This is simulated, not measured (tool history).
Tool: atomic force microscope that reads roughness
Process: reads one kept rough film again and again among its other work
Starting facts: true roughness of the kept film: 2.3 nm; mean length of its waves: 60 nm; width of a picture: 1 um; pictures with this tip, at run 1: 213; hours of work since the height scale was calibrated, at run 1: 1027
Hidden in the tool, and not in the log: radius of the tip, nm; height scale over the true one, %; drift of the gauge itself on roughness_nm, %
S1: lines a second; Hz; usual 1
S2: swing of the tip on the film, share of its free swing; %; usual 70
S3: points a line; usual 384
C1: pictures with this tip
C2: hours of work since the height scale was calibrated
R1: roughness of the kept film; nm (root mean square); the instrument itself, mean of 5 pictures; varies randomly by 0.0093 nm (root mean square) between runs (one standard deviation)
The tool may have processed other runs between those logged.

Run 1, hour 0: usual settings; C1 213; C2 1027. Result: R1 2.055 nm (root mean square).
Run 2, hour 52: usual settings; C1 329; C2 1064. Result: R1 2.029 nm (root mean square).
At hour 69.9: new tip fitted.
Run 3, hour 87.3: usual settings but S1 1.1 Hz; C1 38; C2 1088. Result: R1 2.089 nm (root mean square).
Run 4, hour 128.6: usual settings but S1 1.1 Hz, S2 55 %; C1 130; C2 1117. Result: R1 2.141 nm (root mean square).
Run 5, hour 151.3: usual settings but S1 1.1 Hz, S2 55 %; C1 181; C2 1133. Result: R1 2.115 nm (root mean square).
Run 6, hour 193.8: usual settings but S1 1.1 Hz, S2 55 %; C1 275; C2 1163. Result: R1 2.121 nm (root mean square).
At hour 234.7: new tip fitted.
Run 7, hour 234.7: usual settings but S1 0.82 Hz; C1 0; C2 1191. Result: R1 2.107 nm (root mean square).
Run 8, hour 258.2: usual settings but S1 0.79 Hz; C1 52; C2 1207. Result: R1 2.102 nm (root mean square).
Run 9, hour 281.4: usual settings but S1 0.79 Hz; C1 104; C2 1224. Result: R1 2.099 nm (root mean square).
Run 10, hour 320.4: usual settings but S1 0.79 Hz; C1 191; C2 1251. Result: R1 2.069 nm (root mean square).
Run 11, hour 369.7: usual settings but S1 0.79 Hz; C1 300; C2 1285. Result: R1 2.066 nm (root mean square).
At hour 398.1: new tip fitted.
Run 12, hour 401.4: usual settings but S1 0.79 Hz; C1 8; C2 1307. Result: R1 2.104 nm (root mean square).
Run 13, hour 432.9: usual settings but S3 320; C1 78; C2 1329. Result: R1 2.069 nm (root mean square).
Run 14, hour 468.1: usual settings but S3 320; C1 156; C2 1354. Result: R1 2.068 nm (root mean square).
Run 15, hour 491.6: usual settings but S2 87 %; C1 208; C2 1370. Result: R1 1.901 nm (root mean square).
Run 16, hour 519.7: usual settings but S2 87 %; C1 271; C2 1390. Result: R1 1.889 nm (root mean square).
Run 17, hour 551.3: usual settings but S2 87 %; C1 341; C2 1412. Result: R1 1.879 nm (root mean square).
At hour 561.5: new tip fitted.
Run 18, hour 595.8: usual settings but S1 1.39 Hz, S2 79 %, S3 552; C1 76; C2 1443. Result: R1 1.925 nm (root mean square).
Run 19, hour 620.5: usual settings but S1 1.11 Hz, S2 55 %, S3 619; C1 131; C2 1460. Result: R1 2.138 nm (root mean square).
Run 20, hour 672.7: usual settings but S1 1.28 Hz, S2 67 %, S3 768; C1 247; C2 1497. Result: R1 2.034 nm (root mean square).
Run 21, hour 696.6: usual settings but S1 1.46 Hz, S3 433; C1 300; C2 1514. Result: R1 1.995 nm (root mean square).
At hour 726.6: new tip fitted.
Run 22, hour 739.8: usual settings but S1 1.46 Hz, S3 433; C1 29; C2 1543. Result: R1 2.044 nm (root mean square).
Run 23, hour 765.2: usual settings but S1 1.03 Hz, S2 64 %, S3 510; C1 86; C2 1561. Result: R1 2.11 nm (root mean square).
Run 24, hour 789.3: usual settings but S1 2.83 Hz, S3 478; C1 139; C2 1578. Result: R1 1.866 nm (root mean square).
Run 25, hour 818.2: usual settings but S1 2.83 Hz, S3 478; C1 204; C2 1598. Result: R1 1.843 nm (root mean square).
Run 26, hour 866: usual settings but S1 2.83 Hz, S3 478; C1 310; C2 1632. Result: R1 1.834 nm (root mean square).
At hour 892.6: new tip fitted.
Run 27, hour 896.4: usual settings but S2 56 %; C1 8; C2 1653. Result: R1 2.164 nm (root mean square).
Run 28, hour 933.1: usual settings but S1 1.4 Hz, S3 492; C1 90; C2 1678. Result: R1 2.02 nm (root mean square).
Run 29, hour 980: usual settings but S1 1.27 Hz, S3 997; C1 194; C2 1711. Result: R1 2.016 nm (root mean square).
Run 30, hour 1024.5: usual settings but S1 1.27 Hz, S2 59 %, S3 282; C1 293; C2 1742. Result: R1 2.079 nm (root mean square).

Table of differences, measured result less the result of that run with no hidden state. Run-to-run variation is the same in both. Gauge scatter possibly is not:
run      R1
  1   -0.06
  2  -0.086
  3  -0.021
  4  -0.044
  5  -0.055
  6  -0.075
  7  -0.012
  8  -0.022
  9  -0.034
 10  -0.053
 11  -0.077
 12  -0.019
 13  -0.031
 14  -0.049
 15  -0.056
 16  -0.068
 17  -0.083
 18  -0.034
 19  -0.049
 20  -0.071
 21  -0.081
 22  -0.026
 23   -0.04
 24  -0.045
 25  -0.056
 26  -0.076
 27  -0.019
 28  -0.034
 29  -0.057
 30  -0.079

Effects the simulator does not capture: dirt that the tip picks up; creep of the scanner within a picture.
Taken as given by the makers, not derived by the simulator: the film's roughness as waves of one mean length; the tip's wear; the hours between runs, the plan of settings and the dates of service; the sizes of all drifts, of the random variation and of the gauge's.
